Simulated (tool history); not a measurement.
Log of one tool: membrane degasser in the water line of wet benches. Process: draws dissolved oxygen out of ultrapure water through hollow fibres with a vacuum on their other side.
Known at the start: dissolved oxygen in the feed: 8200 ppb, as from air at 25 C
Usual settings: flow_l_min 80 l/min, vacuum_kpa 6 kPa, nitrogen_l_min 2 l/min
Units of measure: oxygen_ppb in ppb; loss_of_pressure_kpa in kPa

run	hour	flow_l_min	vacuum_kpa	nitrogen_l_min	oxygen_ppb	loss_of_pressure_kpa
1	0	80	6	2	343.2	62.74
2	107.2	78	6	2	334	61
3	176.4	78	6	2	333.2	61.72
4	248.9	78	6	2	330.8	61.32
5	366.7	80	6	4.24	240.6	63.32
6	431.8	80	6	2	343.8	63.37
7	482.5	80	6	2	338.8	63.33
8	546.3	80	6	2	340.9	63.07
9	654.4	80	7.79	2	468	63.28
10	727.1	80	7.79	2	470.3	63.48
11	814.1	80	7.79	2	477.6	63.13
12	865.1	80	7.79	2	472.3	63.54
13	976.8	80	7.67	2	460.4	63.82
14	1033.1	80	7.67	2	462.9	63.76
15	1154.1	80	7.67	2	467.7	63.99
16	1252.3	80	6	4.88	226.3	63.51
17	1366.4	69	6	4.88	177.9	55.37
18	1416.2	62	9.29	2.9	341.2	49.8
19	1504.2	97	4.18	2	280	78.06
20	1574.3	69	6.34	2.9	242.6	55.51
21	1680.9	69	6.34	2.9	243.7	55.57
22	1752.6	114	6.34	2.9	503	91.81
23	1867	71	4.52	3.73	147.3	57.14
# hour 1965.6: gauge calibrated
24	1973.5	87	5.91	2.8	327.8	68.47

Run 25 comes next. What will it give?
25	2055.5	112	12.04	0.97	?	?

oxygen_ppb: 1541.8 ppb
loss_of_pressure_kpa: 88.19 kPa
Without the tool's hidden state the same run would have given oxygen_ppb 1541.2 ppb, loss_of_pressure_kpa 88.04 kPa.
